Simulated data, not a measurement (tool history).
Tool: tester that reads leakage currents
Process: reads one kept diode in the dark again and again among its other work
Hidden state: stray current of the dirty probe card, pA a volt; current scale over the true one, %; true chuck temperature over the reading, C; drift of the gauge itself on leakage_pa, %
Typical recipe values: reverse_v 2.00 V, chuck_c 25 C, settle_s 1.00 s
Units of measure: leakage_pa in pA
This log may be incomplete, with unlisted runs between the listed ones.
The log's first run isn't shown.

run     day  reverse_v  chuck_c  settle_s  hours of work since the probe card was cleaned  hours of work since the tester was calibrated  hours of work since the chuck was calibrated  leakage_pa
  2   2.862       2.00       25      1.00                                            1015                                            319                                           772       30.37
  3   5.508       2.00       39      1.00                                            1065                                            370                                           823       89.25
  4   7.788       2.00       39      1.00                                            1109                                            413                                           866       89.59
  5   9.129       2.00       39      1.00                                            1135                                            439                                           892       89.30
  6  10.775       2.00       39      1.00                                            1166                                            471                                           924       89.37
  7  12.558       2.00       32      1.00                                            1200                                            505                                           958       53.06
  8  15.529       2.00       25      1.00                                            1257                                            562                                          1014       30.34
  9  17.896       2.00       25      1.00                                            1303                                            607                                          1060       30.39
 10  20.846       2.00       25      1.00                                            1359                                            663                                          1116       30.44
 11  22.275       2.00       25      1.00                                            1386                                            691                                          1144       30.26
 12  24.350       2.00       25      1.00                                            1426                                            731                                          1183       30.35
     26.325  -- chuck's temperature calibrated
 13  26.825       2.00       28      1.00                                            1472                                            776                                            10       38.54
 14  28.162       2.00       25      2.53                                            1497                                            802                                            35       30.39
 15  29.708       2.00       25      2.53                                            1527                                            831                                            65       30.45
 16  31.229       2.00       24      2.53                                            1556                                            861                                            94       28.15
 17  33.029       2.00       24      2.53                                            1591                                            895                                           128       28.08
 18  34.321       2.00       24      2.53                                            1615                                            920                                           153       27.91
 19  35.725       2.00       25      1.00                                            1642                                            947                                           180       30.39
 20  37.342       2.00       25      1.00                                            1673                                            978                                           211       30.41
 21  39.067       2.00       25      1.00                                            1706                                           1011                                           244       30.35
 22  42.088       8.03       57      8.59                                            1764                                           1068                                           302      614.10
 23  44.783       2.00       21      1.00                                            1816                                           1120                                           353       21.96
 24  46.908       2.00       21      1.00                                            1856                                           1161                                           394       22.08

Estimate the outcome of run 25 from the log above:
 25  48.292       2.00       21      1.00                                            1883                                           1187                                           421           ?

Run 25 produced leakage_pa 21.97 pA.
Take away the tool's hidden state, keep the run-to-run variation as it was, and the same run would have given leakage_pa 21.95 pA.

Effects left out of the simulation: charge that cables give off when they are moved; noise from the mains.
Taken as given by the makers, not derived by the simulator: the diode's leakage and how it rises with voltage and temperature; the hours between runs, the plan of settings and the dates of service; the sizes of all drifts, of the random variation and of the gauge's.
